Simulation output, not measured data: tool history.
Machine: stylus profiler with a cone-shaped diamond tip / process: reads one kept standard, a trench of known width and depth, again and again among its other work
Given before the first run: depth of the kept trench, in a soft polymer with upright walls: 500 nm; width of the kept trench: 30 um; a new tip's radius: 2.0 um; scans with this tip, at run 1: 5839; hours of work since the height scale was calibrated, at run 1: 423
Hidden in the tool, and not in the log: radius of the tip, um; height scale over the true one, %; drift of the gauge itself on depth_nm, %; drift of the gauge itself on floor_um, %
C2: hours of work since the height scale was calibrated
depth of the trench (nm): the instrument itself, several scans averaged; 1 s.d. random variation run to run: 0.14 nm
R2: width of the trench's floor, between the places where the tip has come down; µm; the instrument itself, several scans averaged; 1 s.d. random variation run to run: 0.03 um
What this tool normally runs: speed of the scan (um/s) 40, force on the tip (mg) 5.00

{"run": 1, "hour": 0.0, "speed of the scan (um/s)": 40, "force on the tip (mg)": 5.0, "scans with this tip": 5839, "C2": 423, "depth of the trench (nm)": 510.61, "R2": 27.12}
{"run": 2, "hour": 115.3, "speed of the scan (um/s)": 40, "force on the tip (mg)": 3.36, "scans with this tip": 6888, "C2": 499, "depth of the trench (nm)": 508.38, "R2": 27.11}
{"run": 3, "hour": 219.8, "speed of the scan (um/s)": 40, "force on the tip (mg)": 3.36, "scans with this tip": 7837, "C2": 568, "depth of the trench (nm)": 508.08, "R2": 27.18}
{"run": 4, "hour": 304.0, "speed of the scan (um/s)": 24, "force on the tip (mg)": 5.0, "scans with this tip": 8602, "C2": 624, "depth of the trench (nm)": 510.57, "R2": 27.26}
{"run": 5, "hour": 414.2, "speed of the scan (um/s)": 24, "force on the tip (mg)": 5.0, "scans with this tip": 9604, "C2": 696, "depth of the trench (nm)": 510.62, "R2": 27.23}
{"run": 6, "hour": 498.4, "speed of the scan (um/s)": 24, "force on the tip (mg)": 5.0, "scans with this tip": 10369, "C2": 752, "depth of the trench (nm)": 510.4, "R2": 27.24}
{"run": 7, "hour": 600.1, "speed of the scan (um/s)": 24, "force on the tip (mg)": 5.0, "scans with this tip": 11294, "C2": 819, "depth of the trench (nm)": 510.23, "R2": 27.25}
{"run": 8, "hour": 728.9, "speed of the scan (um/s)": 24, "force on the tip (mg)": 4.4, "scans with this tip": 12464, "C2": 904, "depth of the trench (nm)": 509.71, "R2": 27.27}
{"run": 9, "hour": 824.8, "speed of the scan (um/s)": 53, "force on the tip (mg)": 5.0, "scans with this tip": 13336, "C2": 967, "depth of the trench (nm)": 510.61, "R2": 27.11}
{"run": 10, "hour": 913.2, "speed of the scan (um/s)": 53, "force on the tip (mg)": 5.0, "scans with this tip": 14139, "C2": 1025, "depth of the trench (nm)": 510.58, "R2": 27.15}
{"run": 11, "hour": 1051.9, "speed of the scan (um/s)": 53, "force on the tip (mg)": 5.0, "scans with this tip": 15401, "C2": 1117, "depth of the trench (nm)": 510.52, "R2": 27.09}
{"run": 12, "hour": 1132.8, "speed of the scan (um/s)": 53, "force on the tip (mg)": 5.0, "scans with this tip": 16136, "C2": 1170, "depth of the trench (nm)": 510.6, "R2": 27.14}
{"run": 13, "hour": 1214.0, "speed of the scan (um/s)": 53, "force on the tip (mg)": 5.0, "scans with this tip": 16873, "C2": 1223, "depth of the trench (nm)": 510.42, "R2": 27.12}
{"run": 14, "hour": 1313.6, "speed of the scan (um/s)": 158, "force on the tip (mg)": 1.82, "scans with this tip": 17779, "C2": 1289, "depth of the trench (nm)": 505.39, "R2": 26.16}
{"run": 15, "hour": 1390.1, "speed of the scan (um/s)": 158, "force on the tip (mg)": 1.82, "scans with this tip": 18475, "C2": 1339, "depth of the trench (nm)": 505.17, "R2": 26.26}
{"run": 16, "hour": 1483.2, "speed of the scan (um/s)": 37, "force on the tip (mg)": 3.7, "scans with this tip": 19321, "C2": 1401, "depth of the trench (nm)": 508.52, "R2": 27.18}
{"run": 17, "hour": 1633.2, "speed of the scan (um/s)": 61, "force on the tip (mg)": 4.78, "scans with this tip": 20684, "C2": 1500, "depth of the trench (nm)": 510.22, "R2": 27.15}
{"run": 18, "hour": 1695.4, "speed of the scan (um/s)": 25, "force on the tip (mg)": 3.66, "scans with this tip": 21249, "C2": 1541, "depth of the trench (nm)": 508.48, "R2": 27.21}
{"run": 19, "hour": 1799.0, "speed of the scan (um/s)": 50, "force on the tip (mg)": 1.79, "scans with this tip": 22191, "C2": 1609, "depth of the trench (nm)": 505.25, "R2": 26.95}
{"run": 20, "hour": 1936.6, "speed of the scan (um/s)": 40, "force on the tip (mg)": 13.74, "scans with this tip": 23442, "C2": 1700, "depth of the trench (nm)": 520.67, "R2": 27.27}
{"run": 21, "hour": 2052.8, "speed of the scan (um/s)": 40, "force on the tip (mg)": 13.74, "scans with this tip": 24498, "C2": 1776, "depth of the trench (nm)": 520.76, "R2": 27.27}
{"run": 22, "hour": 2128.8, "speed of the scan (um/s)": 40, "force on the tip (mg)": 13.74, "scans with this tip": 25189, "C2": 1826, "depth of the trench (nm)": 521.03, "R2": 27.26}
{"hour": 2164.1, "done": "height scale calibrated on a step standard"}
{"run": 23, "hour": 2192.6, "speed of the scan (um/s)": 59, "force on the tip (mg)": 5.0, "scans with this tip": 25764, "C2": 19, "depth of the trench (nm)": 510.59, "R2": 27.08}
{"run": 24, "hour": 2308.4, "speed of the scan (um/s)": 11, "force on the tip (mg)": 4.04, "scans with this tip": 26817, "C2": 95, "depth of the trench (nm)": 509.1, "R2": 27.29}
{"run": 25, "hour": 2442.3, "speed of the scan (um/s)": 60, "force on the tip (mg)": 10.67, "scans with this tip": 28034, "C2": 183, "depth of the trench (nm)": 517.67, "R2": 27.13}
{"run": 26, "hour": 2568.9, "speed of the scan (um/s)": 60, "force on the tip (mg)": 10.67, "scans with this tip": 29184, "C2": 267, "depth of the trench (nm)": 517.61, "R2": 27.16}

Each row is a separate what-if for the run after 26, all from the same tool condition, not one after another. Results?
{"run": "A", "hour": 2707.0, "speed of the scan (um/s)": 41, "force on the tip (mg)": 9.01, "scans with this tip": 30440, "C2": 358, "depth of the trench (nm)": "?", "R2": "?"}
{"run": "B", "hour": 2707.0, "speed of the scan (um/s)": 21, "force on the tip (mg)": 2.35, "scans with this tip": 30440, "C2": 358, "depth of the trench (nm)": "?", "R2": "?"}
{"run": "C", "hour": 2707.0, "speed of the scan (um/s)": 68, "force on the tip (mg)": 5.47, "scans with this tip": 30440, "C2": 358, "depth of the trench (nm)": "?", "R2": "?"}
{"run": "D", "hour": 2707.0, "speed of the scan (um/s)": 45, "force on the tip (mg)": 10.67, "scans with this tip": 30440, "C2": 358, "depth of the trench (nm)": "?", "R2": "?"}

run=A depth_of_the_trench_(nm)=515.69 R2=27.19
run=B depth_of_the_trench_(nm)=506.47 R2=27.18
run=C depth_of_the_trench_(nm)=511.51 R2=27.03
run=D depth_of_the_trench_(nm)=517.59 R2=27.20
With the hidden condition removed and each run's random variation left untouched, the same runs would have given:
run=A depth_of_the_trench_(nm)=515.69 R2=27.20
run=B depth_of_the_trench_(nm)=506.47 R2=27.19
run=C depth_of_the_trench_(nm)=511.50 R2=27.05
run=D depth_of_the_trench_(nm)=517.59 R2=27.21
